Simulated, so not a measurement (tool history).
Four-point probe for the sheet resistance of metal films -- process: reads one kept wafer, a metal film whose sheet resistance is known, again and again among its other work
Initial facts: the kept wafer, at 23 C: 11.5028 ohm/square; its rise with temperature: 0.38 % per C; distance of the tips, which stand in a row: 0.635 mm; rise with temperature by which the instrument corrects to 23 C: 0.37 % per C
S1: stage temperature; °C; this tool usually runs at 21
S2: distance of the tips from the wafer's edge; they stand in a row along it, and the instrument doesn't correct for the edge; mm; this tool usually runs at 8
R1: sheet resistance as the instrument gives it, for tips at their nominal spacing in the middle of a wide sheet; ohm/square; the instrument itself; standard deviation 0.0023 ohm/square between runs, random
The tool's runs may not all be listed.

run	hour	S1	S2	R1
1	0	21	8	11.604933
2	38.6	21	8	11.603483
3	74.1	21	8	11.607423
4	121.9	21	8	11.609049
5	175.3	21	8	11.61229
6	206.9	21	8	11.611536
7	257.5	21	13	11.593343
8	280.6	27	8	11.631256
9	329.5	27	5	11.693647
10	356.6	21	8	11.618558
11	400.5	21	8	11.629387
12	445.2	21	8	11.629392
13	478	21	26	11.590642
14	510.2	21	26	11.597118
15	565.6	21	26	11.594554
16	615.3	21	26	11.602894
17	644.9	21	26	11.603118
18	684	21	26	11.606549
19	719.4	21	26	11.603687
20	757.3	21	26	11.611355
21	789.2	21	4	11.763874
22	813.6	21	4	11.764299
23	848.6	23	8	11.65475
24	872.3	23	8	11.657769
25	914.2	23	8	11.657803
26	949.1	23	8	11.655438
# hour 952.5: stage's thermometer calibrated
27	977.7	19	6	11.688922
28	1014.8	27	4	11.792785
29	1061.7	27	38	11.64111
30	1086.9	28	17	11.651362
31	1135.5	28	6	11.709456
32	1171.9	20	64	11.635063
33	1201.9	20	64	11.631731
34	1243.1	26	38	11.647871
# hour 1273.5: stage's thermometer calibrated, once more
35	1294.6	26	38	11.633336
36	1342.3	28	3	11.915
37	1390.7	21	8	11.667225
38	1421.9	31	6	11.717748
39	1452.4	31	6	11.723064
40	1480.3	31	6	11.720526
41	1535.3	25	13	11.654436
42	1558.3	27	51	11.647298
43	1603.3	20	57	11.639308
44	1648	20	57	11.643623
45	1697.9	20	57	11.645102

Below are 3 alternative next runs, each starting from the tool's condition after run 45. Predict each:
A	1753.1	20	4	?
B	1753.1	33	66	?
C	1753.1	26	9	?

run	R1
A	11.80445
B	11.670228
C	11.689179
Had the tool no hidden state, the same runs would have come out as:
run	R1
A	11.652524
B	11.520259
C	11.538796

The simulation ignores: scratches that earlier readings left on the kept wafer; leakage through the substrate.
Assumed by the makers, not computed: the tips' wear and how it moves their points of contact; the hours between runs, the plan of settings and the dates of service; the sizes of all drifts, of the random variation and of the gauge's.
